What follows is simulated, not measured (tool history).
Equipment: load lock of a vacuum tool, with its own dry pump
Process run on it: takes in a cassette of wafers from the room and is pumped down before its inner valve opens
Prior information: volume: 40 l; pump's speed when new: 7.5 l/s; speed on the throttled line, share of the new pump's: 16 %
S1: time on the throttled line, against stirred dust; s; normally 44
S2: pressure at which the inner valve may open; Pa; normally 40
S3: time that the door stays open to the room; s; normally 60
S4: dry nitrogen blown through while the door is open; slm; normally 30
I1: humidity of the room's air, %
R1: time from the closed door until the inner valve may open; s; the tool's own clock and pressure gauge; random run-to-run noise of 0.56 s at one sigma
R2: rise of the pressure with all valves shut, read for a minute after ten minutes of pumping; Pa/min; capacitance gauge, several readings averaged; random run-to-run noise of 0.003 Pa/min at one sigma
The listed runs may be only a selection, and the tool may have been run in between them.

run	hour	S1	S2	S3	S4	I1	R1	R2
1	0	44	40	60	30	45.3	81	0.183
2	226.5	44	40	60	30	41.3	80.8	0.188
3	534.9	44	40	127	30	48.7	82.4	0.215
4	825.8	44	40	127	30	44.8	81.5	0.23
5	967.4	44	40	127	30	43.8	81.2	0.234
6	1125.6	44	40	127	30	44.9	81.4	0.245
7	1344.6	44	31	127	30	46.7	83.1	0.255
8	1638.6	55	40	60	30	44.1	92.6	0.26
9	1906	55	40	174	30	45.5	91.3	0.299
10	2156.7	40	65	97	13	41.9	76.7	0.308
11	2388.5	35	40	60	30	45.1	75.4	0.308
12	2571.1	35	40	60	30	45.6	74.9	0.312
13	2817.2	44	43	30	11	47.2	81.9	0.327

Predict the results of run 14:
14	3092.3	44	43	30	11	42	?	?

{"run 14": {"R1": 81.8, "R2": 0.357}}
Were there no unlogged condition in the tool, this run, its random variation unchanged, would have produced R1 78.2 s, R2 0.023 Pa/min.
